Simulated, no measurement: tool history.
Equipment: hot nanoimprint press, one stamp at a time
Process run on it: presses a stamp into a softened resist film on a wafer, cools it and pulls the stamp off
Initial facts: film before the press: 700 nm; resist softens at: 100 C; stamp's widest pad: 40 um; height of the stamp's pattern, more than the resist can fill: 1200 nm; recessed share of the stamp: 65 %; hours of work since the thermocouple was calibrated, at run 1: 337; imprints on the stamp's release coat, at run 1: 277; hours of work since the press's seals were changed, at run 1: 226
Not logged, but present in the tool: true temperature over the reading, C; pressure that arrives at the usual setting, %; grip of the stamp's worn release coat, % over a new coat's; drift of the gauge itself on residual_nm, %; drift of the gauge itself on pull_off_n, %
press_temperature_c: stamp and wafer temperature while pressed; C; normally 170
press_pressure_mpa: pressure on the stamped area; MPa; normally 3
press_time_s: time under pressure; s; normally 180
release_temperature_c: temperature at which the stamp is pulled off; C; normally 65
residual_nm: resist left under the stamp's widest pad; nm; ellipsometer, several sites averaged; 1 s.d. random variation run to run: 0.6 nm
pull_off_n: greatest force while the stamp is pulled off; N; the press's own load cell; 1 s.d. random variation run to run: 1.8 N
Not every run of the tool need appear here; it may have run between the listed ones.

run	hour	press_temperature_c	press_pressure_mpa	press_time_s	release_temperature_c	hours of work since the thermocouple was calibrated	imprints on the stamp's release coat	hours of work since the press's seals were changed	residual_nm	pull_off_n
1	0	170	3	180	65	337	277	226	275.8	194
2	11.9	170	3	261	65	341	299	231	235.2	196
3	19.8	170	3	261	65	344	315	234	236.9	193
4	34.7	170	3	261	65	350	343	240	235.3	198
5	49.9	170	3	261	65	357	372	246	236.1	195
6	65.3	162	3	261	65	363	401	252	349.4	200
7	80.4	162	3	261	65	369	430	258	348.6	201
8	87.6	162	3	261	65	372	444	261	348.9	197
9	97.9	162	3.35	261	65	376	464	265	334.8	202
10	105.7	170	3	180	65	379	479	268	278.6	204
11	116.6	170	3	180	65	383	500	273	277.6	201
12	129.3	170	3	180	65	388	524	278	277.2	205
13	141.7	170	3	180	65	393	547	283	277.7	209
14	153.9	170	3	180	65	398	571	288	277.8	206
15	168.5	174	3.32	180	65	404	599	293	220.5	208
16	183.1	178	2.04	180	55	410	626	299	229.3	220
17	190.1	163	3	180	66	413	640	302	381.2	206
18	200.7	174	3	180	53	417	660	306	231.6	227
19	210.8	159	3	103	65	421	679	310	516.9	215
20	221.9	159	2.68	184	57	425	701	315	463.6	221
21	233	159	2.68	184	57	430	722	319	463.9	224
22	246.1	161	3.87	274	68	435	747	324	327.3	209
23	260.9	161	3	180	50	441	775	330	415.3	239
24	269.5	161	3	180	50	444	792	334	415.1	237
25	284.6	162	1.89	180	50	450	820	340	466	236
26	294.4	180	3	114	71	454	839	344	214.2	209
27	306.3	180	3	114	71	459	862	349	214.7	210
28	315	173	1.94	180	65	463	878	352	294.3	219

5 ways to go on from here, each from the tool as it stands after run 28. What would each give?
A	322.3	169	1.94	180	65	466	892	355	?	?
B	322.3	165	3	189	65	466	892	355	?	?
C	322.3	167	2.32	180	67	466	892	355	?	?
D	322.3	170	3	191	52	466	892	355	?	?
E	322.3	173	1.94	168	60	466	892	355	?	?

run	residual_nm	pull_off_n
A	351.2	219
B	346.8	218
C	356.5	215
D	273	242
E	303.4	226
Take away the tool's hidden state, keep each run's random variation, and the runs would have read:
run	residual_nm	pull_off_n
A	335.7	183
B	330.5	182
C	340.4	180
D	259.6	202
E	289.6	189
